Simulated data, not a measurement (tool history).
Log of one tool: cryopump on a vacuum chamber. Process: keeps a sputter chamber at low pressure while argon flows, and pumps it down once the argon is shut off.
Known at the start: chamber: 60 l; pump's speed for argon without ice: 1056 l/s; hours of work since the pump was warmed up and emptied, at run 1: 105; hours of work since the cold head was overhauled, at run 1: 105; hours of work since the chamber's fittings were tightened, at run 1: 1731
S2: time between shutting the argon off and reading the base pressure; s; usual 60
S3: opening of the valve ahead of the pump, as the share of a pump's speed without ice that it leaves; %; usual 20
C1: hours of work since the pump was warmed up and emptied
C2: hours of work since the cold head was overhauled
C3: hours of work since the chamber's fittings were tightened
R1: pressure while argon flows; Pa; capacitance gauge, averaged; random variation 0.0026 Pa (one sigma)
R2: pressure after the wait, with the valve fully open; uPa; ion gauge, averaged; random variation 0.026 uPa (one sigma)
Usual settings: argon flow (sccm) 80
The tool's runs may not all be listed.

Run 1, hour 0.0: usual settings; C1 105; C2 105; C3 1731. Result: R1 0.6445 Pa, R2 3.51 uPa.
Run 2, hour 66.9: usual settings; C1 141; C2 141; C3 1767. Result: R1 0.6479 Pa, R2 3.65 uPa.
Run 3, hour 115.1: usual settings; C1 167; C2 167; C3 1793. Result: R1 0.6479 Pa, R2 3.82 uPa.
Run 4, hour 158.1: usual settings; C1 190; C2 190; C3 1816. Result: R1 0.6501 Pa, R2 3.74 uPa.
Run 5, hour 194.2: usual settings; C1 210; C2 210; C3 1835. Result: R1 0.6441 Pa, R2 3.92 uPa.
Run 6, hour 246.3: usual settings but argon flow (sccm) 141; C1 238; C2 238; C3 1864. Result: R1 1.1423 Pa, R2 3.82 uPa.
Run 7, hour 288.1: usual settings but argon flow (sccm) 141; C1 260; C2 260; C3 1886. Result: R1 1.1459 Pa, R2 3.93 uPa.
Run 8, hour 338.2: usual settings but argon flow (sccm) 141; C1 287; C2 287; C3 1913. Result: R1 1.1500 Pa, R2 4.06 uPa.
Run 9, hour 380.7: usual settings but S3 15 %; C1 310; C2 310; C3 1936. Result: R1 0.8684 Pa, R2 4.12 uPa.
Run 10, hour 419.8: usual settings but S3 15 %; C1 331; C2 331; C3 1957. Result: R1 0.8699 Pa, R2 4.12 uPa.
Run 11, hour 487.2: usual settings but S3 15 %; C1 368; C2 368; C3 1994. Result: R1 0.8747 Pa, R2 4.31 uPa.
Run 12, hour 564.8: usual settings but S2 29 s; C1 410; C2 410; C3 2036. Result: R1 0.6611 Pa, R2 5.25 uPa.
Run 13, hour 635.5: usual settings but S2 52 s; C1 448; C2 448; C3 2074. Result: R1 0.6673 Pa, R2 4.62 uPa.
Run 14, hour 686.0: usual settings but S2 52 s; C1 475; C2 475; C3 2101. Result: R1 0.6607 Pa, R2 4.57 uPa.
Run 15, hour 756.8: usual settings but S2 52 s; C1 513; C2 513; C3 2139. Result: R1 0.6702 Pa, R2 4.67 uPa.
Run 16, hour 838.1: usual settings but S2 52 s; C1 557; C2 557; C3 2183. Result: R1 0.6687 Pa, R2 4.98 uPa.
Run 17, hour 901.9: usual settings but S2 52 s; C1 592; C2 592; C3 2218. Result: R1 0.6721 Pa, R2 5.01 uPa.
Run 18, hour 940.7: usual settings but argon flow (sccm) 35, S2 26 s, S3 56 %; C1 613; C2 613; C3 2239. Result: R1 0.1143 Pa, R2 6.01 uPa.
Run 19, hour 978.5: usual settings but S2 219 s, S3 34 %; C1 633; C2 633; C3 2259. Result: R1 0.4112 Pa, R2 4.31 uPa.
Run 20, hour 1054.1: usual settings but S2 219 s, S3 34 %; C1 674; C2 674; C3 2300. Result: R1 0.4135 Pa, R2 4.62 uPa.
Run 21, hour 1103.4: usual settings but S2 219 s, S3 34 %; C1 701; C2 701; C3 2326. Result: R1 0.4142 Pa, R2 4.66 uPa.
Run 22, hour 1153.0: usual settings but argon flow (sccm) 75, S2 33 s, S3 40 %; C1 727; C2 727; C3 2353. Result: R1 0.3393 Pa, R2 5.89 uPa.
Run 23, hour 1193.5: usual settings but S3 21 %; C1 749; C2 749; C3 2375. Result: R1 0.6520 Pa, R2 5.40 uPa.
At hour 1221.0: pump warmed up, emptied and cooled again.
At hour 1223.0: leaking fittings of the chamber tightened, without venting.
Run 24, hour 1254.5: usual settings but S3 21 %; C1 17; C2 779; C3 17. Result: R1 0.6094 Pa, R2 1.20 uPa.
Run 25, hour 1295.2: usual settings but argon flow (sccm) 42, S3 38 %; C1 39; C2 800; C3 39. Result: R1 0.1786 Pa, R2 1.18 uPa.
Run 26, hour 1364.5: usual settings but argon flow (sccm) 42, S3 38 %; C1 76; C2 838; C3 76. Result: R1 0.1788 Pa, R2 1.31 uPa.
Run 27, hour 1401.0: usual settings but argon flow (sccm) 116, S2 200 s, S3 52 %; C1 96; C2 858; C3 96. Result: R1 0.3648 Pa, R2 0.72 uPa.
Run 28, hour 1447.4: usual settings but S2 274 s, S3 23 %; C1 121; C2 883; C3 121. Result: R1 0.5638 Pa, R2 0.69 uPa.
Run 29, hour 1489.5: usual settings but argon flow (sccm) 77, S2 184 s, S3 18 %; C1 144; C2 905; C3 144. Result: R1 0.6907 Pa, R2 0.81 uPa.
Run 30, hour 1564.3: usual settings but argon flow (sccm) 39, S2 61 s, S3 29 %; C1 184; C2 946; C3 184. Result: R1 0.2205 Pa, R2 1.48 uPa.
Run 31, hour 1602.5: usual settings but argon flow (sccm) 36, S2 135 s, S3 23 %; C1 205; C2 966; C3 205. Result: R1 0.2531 Pa, R2 0.97 uPa.
Run 32, hour 1647.0: usual settings but argon flow (sccm) 36, S2 135 s, S3 33 %; C1 229; C2 991; C3 229. Result: R1 0.1802 Pa, R2 1.12 uPa.
Run 33, hour 1719.3: usual settings but S3 23 %; C1 268; C2 1030; C3 268. Result: R1 0.5738 Pa, R2 1.56 uPa.
Run 34, hour 1797.3: usual settings but argon flow (sccm) 128, S3 23 %; C1 310; C2 1072; C3 310. Result: R1 0.9144 Pa, R2 1.62 uPa.

Hidden state or all else? Some run-to-run changes of R1, split into what the settings, what came in and random variation would give without the hidden state, and what is left for the hidden state (with any gauge scatter that isn't in both results):
The hidden state here: pump's speed, % of a pump's without ice; cold plate's temperature, K; leak into the chamber, uPa l/s; drift of the gauge itself on working_pa, %; drift of the gauge itself on base_upa, %.
Run 5 -> 6: argon flow (sccm) 80 -> 141. R1 +0.4982 Pa: hidden state +0.0101, all else +0.4881.
Run 17 -> 18: argon flow (sccm) 80 -> 35, S2 52 -> 26, S3 20 -> 56. R1 -0.5578 Pa: hidden state -0.0170, all else -0.5408.
Run 18 -> 19: argon flow (sccm) 35 -> 80, S2 26 -> 219, S3 56 -> 34. R1 +0.2969 Pa: hidden state +0.0195, all else +0.2774.
Run 23 -> 24: pump warmed up, emptied and cooled again, leaking fittings of the chamber tightened, without venting. R1 -0.0426 Pa: hidden state -0.0390, all else -0.0036.
Run 29 -> 30: argon flow (sccm) 77 -> 39, S2 184 -> 61, S3 18 -> 29. R1 -0.4702 Pa: hidden state -0.0029, all else -0.4673.

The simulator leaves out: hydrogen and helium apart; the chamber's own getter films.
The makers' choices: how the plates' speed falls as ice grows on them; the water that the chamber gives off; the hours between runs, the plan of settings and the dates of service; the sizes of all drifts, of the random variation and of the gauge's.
